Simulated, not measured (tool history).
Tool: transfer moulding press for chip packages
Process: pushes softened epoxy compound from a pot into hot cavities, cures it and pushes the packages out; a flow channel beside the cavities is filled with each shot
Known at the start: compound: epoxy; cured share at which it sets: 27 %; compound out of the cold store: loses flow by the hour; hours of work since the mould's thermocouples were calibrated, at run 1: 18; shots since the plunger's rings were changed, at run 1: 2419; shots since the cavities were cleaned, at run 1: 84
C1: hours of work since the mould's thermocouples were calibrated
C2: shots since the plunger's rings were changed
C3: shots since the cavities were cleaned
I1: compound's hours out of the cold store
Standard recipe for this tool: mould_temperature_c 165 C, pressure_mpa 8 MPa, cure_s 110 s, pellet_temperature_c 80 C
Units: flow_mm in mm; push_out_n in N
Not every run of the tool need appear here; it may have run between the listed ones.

Run 1, hour 0: usual settings; C1 18; C2 2419; C3 84; I1 19. Result: flow_mm 817 mm, push_out_n 368 N.
Run 2, hour 10.5: usual settings; C1 24; C2 2502; C3 167; I1 31.8. Result: flow_mm 778 mm, push_out_n 391 N.
Run 3, hour 17.5: usual settings but mould_temperature_c 160 C; C1 27; C2 2557; C3 222; I1 22.5. Result: flow_mm 831 mm, push_out_n 539 N.
Run 4, hour 26.5: usual settings but mould_temperature_c 160 C; C1 32; C2 2628; C3 293; I1 39.3. Result: flow_mm 780 mm, push_out_n 576 N.
Run 5, hour 34.4: usual settings but cure_s 99 s; C1 35; C2 2691; C3 356; I1 33.2. Result: flow_mm 776 mm, push_out_n 513 N.
Run 6, hour 43.4: usual settings but cure_s 111 s; C1 40; C2 2762; C3 427; I1 11.8. Result: flow_mm 845 mm, push_out_n 489 N.
Run 7, hour 57.4: usual settings but cure_s 111 s; C1 47; C2 2873; C3 538; I1 36.8. Result: flow_mm 759 mm, push_out_n 485 N.
Run 8, hour 64.2: usual settings but cure_s 111 s; C1 50; C2 2926; C3 591; I1 31. Result: flow_mm 778 mm, push_out_n 491 N.

Expected results for the next run?
At hour 66.7: cavities cleaned with cleaning compound and waxed.
Run 9, hour 73.9: usual settings but mould_temperature_c 173 C, pellet_temperature_c 82 C; C1 54; C2 2991; C3 57; I1 21.7. Result: flow_mm ?, push_out_n ?.

Run 9 measured flow_mm 779 mm, push_out_n 318 N.
If the tool had no hidden condition, the same run with the same run-to-run variation would have returned flow_mm 794 mm, push_out_n 286 N.

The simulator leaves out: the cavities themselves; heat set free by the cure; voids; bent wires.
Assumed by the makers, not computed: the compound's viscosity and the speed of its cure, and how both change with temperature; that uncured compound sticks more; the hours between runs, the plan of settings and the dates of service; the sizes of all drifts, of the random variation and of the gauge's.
